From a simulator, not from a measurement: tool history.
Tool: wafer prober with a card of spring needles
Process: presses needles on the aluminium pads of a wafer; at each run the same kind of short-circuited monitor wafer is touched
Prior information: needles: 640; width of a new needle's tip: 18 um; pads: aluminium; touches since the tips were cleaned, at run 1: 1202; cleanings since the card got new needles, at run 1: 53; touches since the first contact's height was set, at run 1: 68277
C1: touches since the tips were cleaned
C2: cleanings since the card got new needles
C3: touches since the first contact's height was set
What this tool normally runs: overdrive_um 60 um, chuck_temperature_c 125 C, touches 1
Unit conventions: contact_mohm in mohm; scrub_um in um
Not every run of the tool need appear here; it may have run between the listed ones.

run 1 hour=0 | overdrive_um=60 chuck_temperature_c=125 touches=1 | C1=1202 C2=53 C3=68277 | contact_mohm=264 scrub_um=12.05
-- hour=8.6 tips cleaned on abrasive film
run 2 hour=12.9 | overdrive_um=60 chuck_temperature_c=125 touches=1 | C1=2218 C2=54 C3=74854 | contact_mohm=262 scrub_um=12.09
-- hour=18.4 tips cleaned on abrasive film
run 3 hour=25.8 | overdrive_um=41 chuck_temperature_c=125 touches=1 | C1=3815 C2=55 C3=81492 | contact_mohm=275 scrub_um=8.26
-- hour=27.9 tips cleaned on abrasive film
-- hour=38.9 tips cleaned on abrasive film
run 4 hour=45.7 | overdrive_um=41 chuck_temperature_c=125 touches=1 | C1=3477 C2=57 C3=91607 | contact_mohm=271 scrub_um=8.3
-- hour=49.5 tips cleaned on abrasive film
-- hour=58.9 tips cleaned on abrasive film
run 5 hour=59 | overdrive_um=41 chuck_temperature_c=125 touches=1 | C1=37 C2=59 C3=98356 | contact_mohm=265 scrub_um=8.27
-- hour=69.5 tips cleaned on abrasive film
-- hour=79.4 tips cleaned on abrasive film
run 6 hour=85.7 | overdrive_um=60 chuck_temperature_c=125 touches=1 | C1=3244 C2=61 C3=112041 | contact_mohm=260 scrub_um=12.11
-- hour=89.4 tips cleaned on abrasive film
-- hour=99.4 tips cleaned on abrasive film
-- hour=109.4 tips cleaned on abrasive film
run 7 hour=110.3 | overdrive_um=67 chuck_temperature_c=125 touches=1 | C1=456 C2=64 C3=124562 | contact_mohm=261 scrub_um=13.54
-- hour=119 tips cleaned on abrasive film
run 8 hour=127.2 | overdrive_um=50 chuck_temperature_c=50 touches=2 | C1=4222 C2=65 C3=133202 | contact_mohm=243 scrub_um=10.08
-- hour=129 tips cleaned on abrasive film
-- hour=138.3 tips cleaned on abrasive film
-- hour=149.2 tips cleaned on abrasive film
run 9 hour=150.6 | overdrive_um=47 chuck_temperature_c=35 touches=1 | C1=710 C2=68 C3=145137 | contact_mohm=244 scrub_um=9.45
-- hour=160.2 tips cleaned on abrasive film
-- hour=169.8 tips cleaned on abrasive film
run 10 hour=173.9 | overdrive_um=66 chuck_temperature_c=51 touches=2 | C1=2116 C2=70 C3=157034 | contact_mohm=241 scrub_um=13.38

Selected run-to-run steps in scrub_um, each split into two signed amounts: the part the tool would show with no hidden state at all (from settings, incoming material and random variation), and the remainder, which goes to the hidden state together with any gauge scatter not common to the measured and the hidden-state-free results:
The hidden state here: debris on the tips, nm; way that the needles fall short of the set height, um; tips' diameter, um; drift of the gauge itself on contact_mohm, %; drift of the gauge itself on scrub_um, %.
Run 9 -> 10: overdrive_um 47 -> 66, chuck_temperature_c 35 -> 51, touches 1 -> 2, tips cleaned on abrasive film, tips cleaned on abrasive film. scrub_um +3.93 um: hidden state +0.02, all else +3.91.

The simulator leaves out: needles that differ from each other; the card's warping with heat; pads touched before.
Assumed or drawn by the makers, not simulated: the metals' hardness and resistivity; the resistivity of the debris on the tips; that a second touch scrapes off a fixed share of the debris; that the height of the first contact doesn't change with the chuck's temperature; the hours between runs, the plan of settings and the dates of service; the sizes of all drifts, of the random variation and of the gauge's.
